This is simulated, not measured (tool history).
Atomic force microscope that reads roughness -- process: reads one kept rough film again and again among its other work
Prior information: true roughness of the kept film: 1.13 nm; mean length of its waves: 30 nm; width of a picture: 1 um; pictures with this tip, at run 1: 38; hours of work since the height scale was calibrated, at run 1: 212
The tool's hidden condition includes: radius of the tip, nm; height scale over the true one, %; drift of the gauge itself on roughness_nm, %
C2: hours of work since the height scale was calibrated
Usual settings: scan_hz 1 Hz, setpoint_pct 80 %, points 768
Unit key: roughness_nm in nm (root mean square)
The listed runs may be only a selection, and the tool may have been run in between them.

Run 1, hour 0: usual settings; pictures with this tip 38; C2 212. Result: roughness_nm 0.996 nm (root mean square).
Run 2, hour 25.2: usual settings but points 744; pictures with this tip 82; C2 232. Result: roughness_nm 0.964 nm (root mean square).
Run 3, hour 47.6: usual settings but points 744; pictures with this tip 120; C2 250. Result: roughness_nm 0.945 nm (root mean square).
Run 4, hour 71.8: usual settings but points 744; pictures with this tip 161; C2 269. Result: roughness_nm 0.916 nm (root mean square).
Run 5, hour 92.9: usual settings but setpoint_pct 61 %; pictures with this tip 197; C2 286. Result: roughness_nm 0.947 nm (root mean square).
At hour 115.3: new tip fitted.
Run 6, hour 116.5: usual settings but setpoint_pct 61 %; pictures with this tip 3; C2 304. Result: roughness_nm 1.055 nm (root mean square).
Run 7, hour 133.4: usual settings but setpoint_pct 61 %; pictures with this tip 31; C2 318. Result: roughness_nm 1.031 nm (root mean square).
Run 8, hour 157.8: usual settings but setpoint_pct 57 %; pictures with this tip 73; C2 337. Result: roughness_nm 1.014 nm (root mean square).
Run 9, hour 173.2: usual settings; pictures with this tip 99; C2 349. Result: roughness_nm 0.956 nm (root mean square).
Run 10, hour 193.1: usual settings; pictures with this tip 133; C2 365. Result: roughness_nm 0.941 nm (root mean square).
Run 11, hour 211.4: usual settings; pictures with this tip 164; C2 380. Result: roughness_nm 0.918 nm (root mean square).
Run 12, hour 228.2: usual settings; pictures with this tip 193; C2 393. Result: roughness_nm 0.919 nm (root mean square).
Run 13, hour 250: usual settings; pictures with this tip 230; C2 410. Result: roughness_nm 0.908 nm (root mean square).
At hour 252.6: new tip fitted.
Run 14, hour 265.5: usual settings; pictures with this tip 22; C2 422. Result: roughness_nm 0.993 nm (root mean square).
Run 15, hour 281.2: usual settings but setpoint_pct 67 %; pictures with this tip 49; C2 435. Result: roughness_nm 1.012 nm (root mean square).
Run 16, hour 292.6: usual settings; pictures with this tip 68; C2 444. Result: roughness_nm 0.98 nm (root mean square).
Run 17, hour 306.2: usual settings but points 434; pictures with this tip 91; C2 455. Result: roughness_nm 0.964 nm (root mean square).
Run 18, hour 318.9: usual settings but scan_hz 1.61 Hz, setpoint_pct 70 %, points 279; pictures with this tip 113; C2 465. Result: roughness_nm 0.946 nm (root mean square).
Run 19, hour 345.8: usual settings but scan_hz 0.98 Hz, setpoint_pct 59 %, points 279; pictures with this tip 159; C2 486. Result: roughness_nm 0.951 nm (root mean square).
Run 20, hour 370: usual settings but scan_hz 1.11 Hz, setpoint_pct 62 %; pictures with this tip 200; C2 506. Result: roughness_nm 0.939 nm (root mean square).
At hour 390: new tip fitted.
Run 21, hour 390.4: usual settings but scan_hz 1.03 Hz, setpoint_pct 67 %, points 1014; pictures with this tip 1; C2 521. Result: roughness_nm 1.053 nm (root mean square).
Run 22, hour 414: usual settings but scan_hz 1.11 Hz, setpoint_pct 90 %, points 711; pictures with this tip 42; C2 540. Result: roughness_nm 0.945 nm (root mean square).
Run 23, hour 430.2: usual settings but setpoint_pct 63 %, points 330; pictures with this tip 69; C2 553. Result: roughness_nm 1.005 nm (root mean square).
Run 24, hour 457.2: usual settings but scan_hz 1.1 Hz, setpoint_pct 84 %, points 325; pictures with this tip 115; C2 574. Result: roughness_nm 0.924 nm (root mean square).
Run 25, hour 471.8: usual settings but scan_hz 1.1 Hz, setpoint_pct 87 %, points 470; pictures with this tip 140; C2 586. Result: roughness_nm 0.904 nm (root mean square).
Run 26, hour 491.5: usual settings but scan_hz 1.1 Hz, setpoint_pct 87 %, points 470; pictures with this tip 174; C2 602. Result: roughness_nm 0.888 nm (root mean square).
Run 27, hour 503.8: usual settings but scan_hz 1.1 Hz, setpoint_pct 87 %, points 470; pictures with this tip 195; C2 612. Result: roughness_nm 0.888 nm (root mean square).
At hour 526.7: new tip fitted.
Run 28, hour 528.6: usual settings but scan_hz 3.56 Hz, setpoint_pct 70 %, points 470; pictures with this tip 3; C2 631. Result: roughness_nm 0.963 nm (root mean square).
Run 29, hour 554.9: usual settings but scan_hz 3.56 Hz, setpoint_pct 70 %, points 470; pictures with this tip 48; C2 652. Result: roughness_nm 0.929 nm (root mean square).
Run 30, hour 578.2: usual settings but scan_hz 0.77 Hz, setpoint_pct 56 %, points 581; pictures with this tip 88; C2 670. Result: roughness_nm 1.011 nm (root mean square).
Run 31, hour 601.4: usual settings but scan_hz 1.2 Hz, points 798; pictures with this tip 127; C2 689. Result: roughness_nm 0.939 nm (root mean square).

Forecast run 32:
Run 32, hour 622.9: usual settings but scan_hz 0.59 Hz, setpoint_pct 60 %, points 499; pictures with this tip 164; C2 706. Result: roughness_nm ?.

Logged for run 32: roughness_nm 0.974 nm (root mean square).
Had the tool carried no hidden state, the very same run would have given roughness_nm 1.069 nm (root mean square).
